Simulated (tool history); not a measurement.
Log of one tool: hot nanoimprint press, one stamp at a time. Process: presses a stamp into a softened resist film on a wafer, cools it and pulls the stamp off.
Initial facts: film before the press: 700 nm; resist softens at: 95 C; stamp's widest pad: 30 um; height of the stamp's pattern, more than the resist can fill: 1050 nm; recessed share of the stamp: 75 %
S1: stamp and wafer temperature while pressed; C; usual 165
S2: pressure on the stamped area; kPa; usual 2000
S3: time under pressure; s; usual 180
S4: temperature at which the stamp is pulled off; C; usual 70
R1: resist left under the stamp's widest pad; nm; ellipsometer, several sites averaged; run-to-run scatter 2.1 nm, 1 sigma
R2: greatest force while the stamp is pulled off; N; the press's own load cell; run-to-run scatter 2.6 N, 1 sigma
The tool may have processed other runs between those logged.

Run 1, day 0: usual settings. Result: R1 334.5 nm, R2 120 N.
Run 2, day 0.392: usual settings but S1 176 C. Result: R1 229.5 nm, R2 117 N.
Run 3, day 0.938: usual settings but S1 176 C. Result: R1 228.5 nm, R2 119 N.
Run 4, day 1.45: usual settings. Result: R1 336.7 nm, R2 122 N.
Run 5, day 1.912: usual settings but S1 159 C. Result: R1 416.1 nm, R2 123 N.
Run 6, day 2.492: usual settings. Result: R1 334.9 nm, R2 119 N.
Run 7, day 2.992: usual settings. Result: R1 331.7 nm, R2 121 N.
Run 8, day 3.458: usual settings but S2 1500 kPa. Result: R1 373.7 nm, R2 114 N.
Run 9, day 3.95: usual settings but S4 65 C. Result: R1 339.4 nm, R2 135 N.
Run 10, day 4.429: usual settings but S4 69 C. Result: R1 335.6 nm, R2 125 N.
Run 11, day 4.917: usual settings but S1 173 C. Result: R1 254 nm, R2 123 N.
Run 12, day 5.404: usual settings but S3 148 s. Result: R1 366 nm, R2 119 N.
Run 13, day 5.921: usual settings. Result: R1 337.1 nm, R2 126 N.
Run 14, day 6.404: usual settings but S1 163 C. Result: R1 359.8 nm, R2 123 N.
Run 15, day 6.929: usual settings. Result: R1 335.2 nm, R2 118 N.
Run 16, day 7.408: usual settings but S1 176 C, S2 2340 kPa, S3 268 s, S4 57 C. Result: R1 179.1 nm, R2 154 N.
Run 17, day 8.088: usual settings but S1 164 C. Result: R1 347.2 nm, R2 118 N.
At day 8.404: stamp cleaned and given a new release coat.
Run 18, day 9.054: usual settings but S1 164 C. Result: R1 346 nm, R2 118 N.
Run 19, day 9.642: usual settings but S1 159 C, S2 2300 kPa, S3 292 s, S4 74 C. Result: R1 335.1 nm, R2 106 N.
Run 20, day 9.954: usual settings but S1 159 C, S2 2300 kPa, S3 292 s, S4 74 C. Result: R1 329.4 nm, R2 110 N.
Run 21, day 10.425: usual settings but S2 2130 kPa, S3 142 s, S4 75 C. Result: R1 355.8 nm, R2 101 N.
Run 22, day 10.775: usual settings but S1 166 C, S4 76 C. Result: R1 324.2 nm, R2 100 N.
Run 23, day 11.462: usual settings but S1 166 C, S4 76 C. Result: R1 327.4 nm, R2 102 N.
Run 24, day 11.775: usual settings but S1 166 C, S4 76 C. Result: R1 324.8 nm, R2 102 N.
Run 25, day 12.392: usual settings but S1 166 C, S2 1730 kPa, S3 117 s, S4 61 C. Result: R1 399.9 nm, R2 146 N.
Run 26, day 12.717: usual settings but S1 163 C, S2 1730 kPa, S3 205 s, S4 62 C. Result: R1 361.7 nm, R2 141 N.
At day 13.112: plate thermocouple calibrated.
Run 27, day 13.242: usual settings but S1 154 C, S2 1730 kPa, S3 205 s, S4 62 C. Result: R1 484.9 nm, R2 143 N.
Run 28, day 13.892: usual settings but S1 154 C, S2 1730 kPa, S3 205 s, S4 62 C. Result: R1 485.7 nm, R2 144 N.
Run 29, day 14.329: usual settings but S2 1840 kPa, S3 137 s. Result: R1 378.1 nm, R2 116 N.
Run 30, day 14.654: usual settings but S1 158 C, S2 1430 kPa, S3 227 s. Result: R1 442.6 nm, R2 119 N.

Below are 4 alternative next runs, each starting from the tool's condition after run 30. Predict each:
Run A, day 15.192: usual settings but S1 173 C, S2 1430 kPa, S3 110 s, S4 67 C. Result: R1 ?, R2 ?.
Run B, day 15.192: usual settings but S1 169 C, S2 1430 kPa, S3 340 s. Result: R1 ?, R2 ?.
Run C, day 15.192: usual settings but S4 59 C. Result: R1 ?, R2 ?.
Run D, day 15.192: usual settings but S2 1520 kPa, S3 134 s. Result: R1 ?, R2 ?.

run     R1   R2
  A  354.4  127
  B  258.2  112
  C  340.4  151
  D  411.3  117
With no hidden state in the tool, these same runs would have given:
run     R1   R2
  A  354.1  126
  B    258  112
  C  340.1  151
  D    411  116
